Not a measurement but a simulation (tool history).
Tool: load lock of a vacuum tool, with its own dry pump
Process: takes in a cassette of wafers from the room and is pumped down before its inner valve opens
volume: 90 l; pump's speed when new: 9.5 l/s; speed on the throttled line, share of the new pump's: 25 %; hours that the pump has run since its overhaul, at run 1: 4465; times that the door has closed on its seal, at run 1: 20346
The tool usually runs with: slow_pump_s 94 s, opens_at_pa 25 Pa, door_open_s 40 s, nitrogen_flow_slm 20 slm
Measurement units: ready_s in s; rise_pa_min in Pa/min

| run | hour | slow_pump_s | opens_at_pa | door_open_s | nitrogen_flow_slm | hours that the pump has run since its overhaul | times that the door has closed on its seal | incoming humidity of the room's air, % | ready_s | rise_pa_min |
|---|---|---|---|---|---|---|---|---|---|---|
| 1 | 0.0 | 94 | 25 | 40 | 20 | 4465 | 20346 | 41.1 | 152.4 | 0.124 |
| 2 | 143.0 | 94 | 25 | 40 | 20 | 4608 | 20562 | 46.0 | 151.1 | 0.137 |
| 3 | 414.3 | 94 | 25 | 40 | 42 | 4879 | 20971 | 46.3 | 154.0 | 0.134 |
| 4 | 574.7 | 90 | 25 | 40 | 20 | 5040 | 21214 | 46.2 | 149.0 | 0.138 |
| 5 | 781.7 | 90 | 25 | 40 | 20 | 5247 | 21526 | 42.2 | 149.3 | 0.136 |
| 6 | 930.2 | 126 | 25 | 40 | 20 | 5395 | 21750 | 44.5 | 175.3 | 0.141 |
| 7 | 1237.5 | 126 | 25 | 40 | 20 | 5703 | 22214 | 47.5 | 176.7 | 0.147 |
| 8 | 1536.1 | 94 | 25 | 96 | 19 | 6001 | 22665 | 42.5 | 151.9 | 0.162 |
| 9 | 1747.1 | 94 | 25 | 56 | 20 | 6212 | 22984 | 43.9 | 153.6 | 0.161 |
| 10 | 1967.9 | 94 | 25 | 56 | 20 | 6433 | 23317 | 45.1 | 151.4 | 0.167 |

Measured minus without-hidden-state, run by run (identical run-to-run variation in each term; gauge scatter may differ):
The hidden state here: pump's speed, % of a new pump's; leak at the door's seal, Pa l/s; drift of the gauge itself on ready_s, %; drift of the gauge itself on rise_pa_min, %.
| run | ready_s | rise_pa_min |
|---|---|---|
| 1 | +1.9 | +0.110 |
| 2 | +2.0 | +0.113 |
| 3 | +2.2 | +0.118 |
| 4 | +2.1 | +0.120 |
| 5 | +2.2 | +0.122 |
| 6 | +1.9 | +0.125 |
| 7 | +2.1 | +0.128 |
| 8 | +2.9 | +0.133 |
| 9 | +3.0 | +0.139 |
| 10 | +3.1 | +0.143 |

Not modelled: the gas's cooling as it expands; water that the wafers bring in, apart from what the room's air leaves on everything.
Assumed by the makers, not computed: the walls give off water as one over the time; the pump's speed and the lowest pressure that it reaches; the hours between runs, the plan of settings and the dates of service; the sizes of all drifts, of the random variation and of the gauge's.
